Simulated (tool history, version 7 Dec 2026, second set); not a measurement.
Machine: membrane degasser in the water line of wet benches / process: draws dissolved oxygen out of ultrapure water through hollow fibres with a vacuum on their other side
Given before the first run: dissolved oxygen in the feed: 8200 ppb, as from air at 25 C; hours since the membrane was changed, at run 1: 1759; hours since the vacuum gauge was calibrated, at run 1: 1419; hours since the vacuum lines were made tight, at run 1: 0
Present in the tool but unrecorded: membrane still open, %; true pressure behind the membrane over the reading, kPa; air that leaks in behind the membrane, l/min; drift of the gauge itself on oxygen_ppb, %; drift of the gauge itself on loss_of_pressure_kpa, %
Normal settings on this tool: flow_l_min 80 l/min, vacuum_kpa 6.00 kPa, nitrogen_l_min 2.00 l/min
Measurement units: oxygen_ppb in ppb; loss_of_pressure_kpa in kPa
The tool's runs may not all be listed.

run	hour	flow_l_min	vacuum_kpa	nitrogen_l_min	hours since the membrane was changed	hours since the vacuum gauge was calibrated	hours since the vacuum lines were made tight	oxygen_ppb	loss_of_pressure_kpa
1	0.0	80	6.00	2.00	1759	1419	0	272.6	68.41
2	141.7	80	6.00	2.00	1901	1561	142	273.3	68.37
3	312.7	80	6.00	2.00	2072	1732	313	269.2	68.55
4	444.4	80	6.00	2.00	2203	1864	444	274.4	68.82
5	668.1	80	6.00	2.00	2427	2087	668	272.4	68.59
6	895.4	80	6.00	2.00	2654	2315	895	273.0	68.64
7	991.4	80	6.00	2.00	2750	2411	991	279.5	69.47
8	1188.9	80	6.00	2.00	2948	2608	1189	281.2	69.04
9	1301.7	80	6.00	2.00	3061	2721	1302	279.1	69.24
# hour 1323.3: vacuum gauge calibrated
10	1485.8	80	6.00	2.00	3244	163	1485	293.4	68.77
11	1666.4	80	4.03	2.00	3425	343	1666	141.1	69.11
12	1791.6	64	6.00	2.00	3550	468	1791	234.9	55.70
13	1900.7	80	6.00	2.00	3659	577	1900	300.2	69.33
14	2016.1	102	6.00	2.00	3775	693	2016	380.3	88.44
# hour 2137.2: vacuum gauge calibrated, once more
15	2244.9	112	6.00	2.00	4003	108	2244	379.1	97.70
16	2375.8	112	6.00	2.00	4134	239	2375	383.0	97.27
17	2597.7	112	6.00	2.00	4356	460	2597	380.3	97.64
18	2821.3	123	13.29	2.00	4579	684	2820	1136.8	107.74
19	2969.1	123	13.29	2.00	4727	832	2968	1129.6	107.66
20	3168.4	56	4.18	4.43	4926	1031	3167	46.6	49.06
21	3274.6	96	9.15	3.11	5033	1137	3274	443.7	83.34
22	3373.0	96	5.69	0.81	5131	1236	3372	492.0	84.83
23	3530.7	96	5.69	0.81	5289	1393	3530	498.7	84.29
24	3737.5	58	12.56	3.19	5495	1600	3736	396.8	51.09
25	3893.3	116	7.90	4.83	5651	1756	3892	354.7	101.84
26	4042.7	116	7.90	4.83	5801	1905	4042	363.1	102.37
27	4244.2	60	7.66	1.61	6002	2107	4243	356.1	52.79
28	4430.3	87	14.73	5.45	6188	2293	4429	461.2	76.45
29	4529.8	87	14.73	5.45	6288	2393	4529	461.5	76.99
30	4660.2	81	13.75	2.02	6418	2523	4659	838.1	71.61
31	4774.4	61	5.48	1.10	6532	2637	4773	270.2	53.97
32	4946.2	91	8.19	3.00	6704	2809	4945	384.7	80.87

Alternative continuations, all from the tool just after run 32; predict every row:
# hour 5097.4: seals of the vacuum lines changed
A	5152.6	80	6.68	2.00	6909	3013	55	?	?
# hour 5097.4: seals of the vacuum lines changed
B	5152.6	109	4.25	2.00	6909	3013	55	?	?
# hour 5097.4: seals of the vacuum lines changed
C	5152.6	114	6.00	2.00	6909	3013	55	?	?
# hour 5097.4: seals of the vacuum lines changed
D	5152.6	80	9.15	2.00	6909	3013	55	?	?

run	oxygen_ppb	loss_of_pressure_kpa
A	339.6	71.04
B	234.6	96.34
C	425.0	101.20
D	515.9	70.95
Stripped of hidden state, with their random variation kept, the same runs would have yielded:
run	oxygen_ppb	loss_of_pressure_kpa
A	311.3	67.96
B	191.9	92.16
C	381.4	96.80
D	489.0	67.86
